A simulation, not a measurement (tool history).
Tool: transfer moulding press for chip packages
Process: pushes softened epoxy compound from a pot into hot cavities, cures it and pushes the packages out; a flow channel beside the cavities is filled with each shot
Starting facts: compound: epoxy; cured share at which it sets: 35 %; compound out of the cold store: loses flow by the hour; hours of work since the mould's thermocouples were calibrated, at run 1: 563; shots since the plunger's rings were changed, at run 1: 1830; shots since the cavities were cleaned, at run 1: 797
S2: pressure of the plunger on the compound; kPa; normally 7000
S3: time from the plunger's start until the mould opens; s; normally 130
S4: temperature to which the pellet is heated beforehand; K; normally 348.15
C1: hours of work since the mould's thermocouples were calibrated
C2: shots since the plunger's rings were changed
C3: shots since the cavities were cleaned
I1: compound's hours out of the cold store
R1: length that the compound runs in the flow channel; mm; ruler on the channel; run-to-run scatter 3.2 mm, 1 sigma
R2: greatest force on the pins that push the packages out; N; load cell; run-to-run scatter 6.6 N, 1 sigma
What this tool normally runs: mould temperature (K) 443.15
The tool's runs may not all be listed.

{"run": 1, "hour": 0.0, "mould temperature (K)": 443.15, "S2": 7000, "S3": 130, "S4": 348.15, "C1": 563, "C2": 1830, "C3": 797, "I1": 24.6, "R1": 513, "R2": 262}
{"run": 2, "hour": 16.1, "mould temperature (K)": 443.15, "S2": 7000, "S3": 130, "S4": 348.15, "C1": 573, "C2": 1963, "C3": 930, "I1": 41.5, "R1": 476, "R2": 263}
{"run": 3, "hour": 30.5, "mould temperature (K)": 443.15, "S2": 7000, "S3": 130, "S4": 348.15, "C1": 581, "C2": 2083, "C3": 1050, "I1": 35.9, "R1": 487, "R2": 257}
{"hour": 39.4, "done": "cavities cleaned with cleaning compound and waxed"}
{"run": 4, "hour": 53.2, "mould temperature (K)": 443.15, "S2": 7000, "S3": 130, "S4": 348.15, "C1": 594, "C2": 2258, "C3": 114, "I1": 24, "R1": 514, "R2": 260}
{"run": 5, "hour": 74.2, "mould temperature (K)": 443.15, "S2": 7640, "S3": 130, "S4": 348.15, "C1": 607, "C2": 2432, "C3": 288, "I1": 12.6, "R1": 558, "R2": 268}
{"run": 6, "hour": 104.2, "mould temperature (K)": 443.15, "S2": 7640, "S3": 130, "S4": 348.15, "C1": 625, "C2": 2680, "C3": 536, "I1": 26.7, "R1": 531, "R2": 259}
{"run": 7, "hour": 118.6, "mould temperature (K)": 443.15, "S2": 7640, "S3": 130, "S4": 348.15, "C1": 633, "C2": 2800, "C3": 656, "I1": 23.3, "R1": 533, "R2": 259}
{"run": 8, "hour": 139.5, "mould temperature (K)": 443.15, "S2": 7640, "S3": 130, "S4": 348.15, "C1": 646, "C2": 2973, "C3": 829, "I1": 29.5, "R1": 525, "R2": 265}
{"run": 9, "hour": 157.3, "mould temperature (K)": 443.15, "S2": 7640, "S3": 130, "S4": 348.15, "C1": 656, "C2": 3120, "C3": 976, "I1": 37, "R1": 512, "R2": 261}
{"hour": 175.0, "done": "cavities cleaned with cleaning compound and waxed"}
{"run": 10, "hour": 181.8, "mould temperature (K)": 443.15, "S2": 7500, "S3": 130, "S4": 348.15, "C1": 670, "C2": 3311, "C3": 57, "I1": 31.4, "R1": 511, "R2": 242}
{"run": 11, "hour": 205.3, "mould temperature (K)": 443.15, "S2": 6750, "S3": 130, "S4": 348.15, "C1": 684, "C2": 3506, "C3": 252, "I1": 40.4, "R1": 477, "R2": 254}
{"run": 12, "hour": 228.0, "mould temperature (K)": 443.15, "S2": 6750, "S3": 130, "S4": 348.15, "C1": 698, "C2": 3693, "C3": 439, "I1": 47.1, "R1": 458, "R2": 260}
{"run": 13, "hour": 240.8, "mould temperature (K)": 443.15, "S2": 7000, "S3": 130, "S4": 354.15, "C1": 705, "C2": 3800, "C3": 546, "I1": 41.8, "R1": 479, "R2": 258}
{"run": 14, "hour": 255.6, "mould temperature (K)": 436.15, "S2": 7000, "S3": 130, "S4": 345.15, "C1": 714, "C2": 3922, "C3": 668, "I1": 11.5, "R1": 556, "R2": 409}
{"run": 15, "hour": 283.7, "mould temperature (K)": 446.15, "S2": 7000, "S3": 130, "S4": 349.15, "C1": 731, "C2": 4154, "C3": 900, "I1": 23.7, "R1": 505, "R2": 245}
{"hour": 309.2, "done": "cavities cleaned with cleaning compound and waxed"}
{"run": 16, "hour": 309.8, "mould temperature (K)": 443.15, "S2": 5460, "S3": 151, "S4": 348.15, "C1": 746, "C2": 4359, "C3": 6, "I1": 12.3, "R1": 465, "R2": 246}
{"run": 17, "hour": 330.5, "mould temperature (K)": 443.15, "S2": 7000, "S3": 130, "S4": 348.15, "C1": 758, "C2": 4530, "C3": 177, "I1": 25.9, "R1": 503, "R2": 263}
{"run": 18, "hour": 352.9, "mould temperature (K)": 443.15, "S2": 5740, "S3": 130, "S4": 357.15, "C1": 772, "C2": 4715, "C3": 362, "I1": 36.3, "R1": 440, "R2": 256}
{"run": 19, "hour": 382.4, "mould temperature (K)": 443.15, "S2": 5740, "S3": 130, "S4": 358.15, "C1": 789, "C2": 4960, "C3": 607, "I1": 23.2, "R1": 465, "R2": 264}
{"run": 20, "hour": 411.7, "mould temperature (K)": 443.15, "S2": 6630, "S3": 130, "S4": 348.15, "C1": 807, "C2": 5202, "C3": 849, "I1": 9.9, "R1": 526, "R2": 280}
{"run": 21, "hour": 434.0, "mould temperature (K)": 443.15, "S2": 6800, "S3": 160, "S4": 348.15, "C1": 820, "C2": 5387, "C3": 1034, "I1": 21, "R1": 509, "R2": 247}
{"hour": 444.0, "done": "cavities cleaned with cleaning compound and waxed"}
{"run": 22, "hour": 455.3, "mould temperature (K)": 440.15, "S2": 8260, "S3": 162, "S4": 343.15, "C1": 832, "C2": 5551, "C3": 93, "I1": 8.6, "R1": 590, "R2": 251}
{"run": 23, "hour": 474.4, "mould temperature (K)": 440.15, "S2": 8260, "S3": 162, "S4": 343.15, "C1": 843, "C2": 5709, "C3": 251, "I1": 24.3, "R1": 561, "R2": 240}
{"run": 24, "hour": 499.4, "mould temperature (K)": 445.15, "S2": 7720, "S3": 144, "S4": 356.15, "C1": 858, "C2": 5916, "C3": 458, "I1": 27.6, "R1": 523, "R2": 253}
{"hour": 516.3, "done": "plunger's sealing rings changed"}
{"run": 25, "hour": 527.7, "mould temperature (K)": 445.15, "S2": 7720, "S3": 144, "S4": 356.15, "C1": 874, "C2": 95, "C3": 673, "I1": 21.2, "R1": 531, "R2": 243}
{"hour": 544.1, "done": "mould's thermocouples calibrated"}
{"run": 26, "hour": 558.5, "mould temperature (K)": 445.15, "S2": 7720, "S3": 144, "S4": 356.15, "C1": 9, "C2": 333, "C3": 911, "I1": 20.8, "R1": 536, "R2": 241}

Here are 4 independent what-if runs from the current tool condition. What would each one return?
{"run": "A", "hour": 576.6, "mould temperature (K)": 441.15, "S2": 7760, "S3": 130, "S4": 357.15, "C1": 19, "C2": 483, "C3": 1061, "I1": 38.9, "R1": "?", "R2": "?"}
{"run": "B", "hour": 576.6, "mould temperature (K)": 445.15, "S2": 7000, "S3": 161, "S4": 346.15, "C1": 19, "C2": 483, "C3": 1061, "I1": 38.8, "R1": "?", "R2": "?"}
{"run": "C", "hour": 576.6, "mould temperature (K)": 443.15, "S2": 6590, "S3": 130, "S4": 343.15, "C1": 19, "C2": 483, "C3": 1061, "I1": 11.8, "R1": "?", "R2": "?"}
{"run": "D", "hour": 576.6, "mould temperature (K)": 443.15, "S2": 7000, "S3": 137, "S4": 348.15, "C1": 19, "C2": 483, "C3": 1061, "I1": 8.1, "R1": "?", "R2": "?"}

run=A R1=518 R2=275
run=B R1=480 R2=244
run=C R1=519 R2=282
run=D R1=543 R2=251
What these runs would have given with no unlogged condition in the tool:
run=A R1=518 R2=270
run=B R1=480 R2=240
run=C R1=519 R2=277
run=D R1=543 R2=247
